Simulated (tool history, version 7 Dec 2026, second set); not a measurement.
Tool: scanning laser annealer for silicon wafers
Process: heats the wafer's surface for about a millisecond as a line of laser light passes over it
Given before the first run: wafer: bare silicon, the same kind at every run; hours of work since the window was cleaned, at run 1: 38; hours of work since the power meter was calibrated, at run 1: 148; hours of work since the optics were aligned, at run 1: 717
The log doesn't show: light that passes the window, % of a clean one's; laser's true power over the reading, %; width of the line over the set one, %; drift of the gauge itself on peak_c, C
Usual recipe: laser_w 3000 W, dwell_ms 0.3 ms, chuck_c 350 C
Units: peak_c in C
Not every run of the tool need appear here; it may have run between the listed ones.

run  hour  laser_w  dwell_ms  chuck_c  hours of work since the window was cleaned  hours of work since the power meter was calibrated  hours of work since the optics were aligned  peak_c
  1     0     3000       0.3      350                                          38                                                 148                                          717    1126
  2   8.6     3000       0.3      350                                          43                                                 153                                          722    1126
  3  14.5     3000       0.3      350                                          46                                                 156                                          725    1122
  4  23.8     3000       0.3      350                                          51                                                 161                                          730    1124
  5  32.6     3000       0.3      350                                          56                                                 166                                          735    1122
  6  40.1     3000       0.3      350                                          60                                                 170                                          739    1125
  7  49.8     3000     0.278      350                                          65                                                 175                                          744    1092
  8  56.9     2961       0.3      349                                          69                                                 179                                          748    1109
  9  65.1     3000     0.243      343                                          73                                                 183                                          752    1031

Forecast run 10:
     67.6  -- window over the wafer cleaned
 10  72.6     3000     0.271      342                                           3                                                 186                                          755       ?

For run 10 the tool returned peak_c 1068 C.
Were there no unlogged condition in the tool, this run, its random variation unchanged, would have produced peak_c 1100 C.
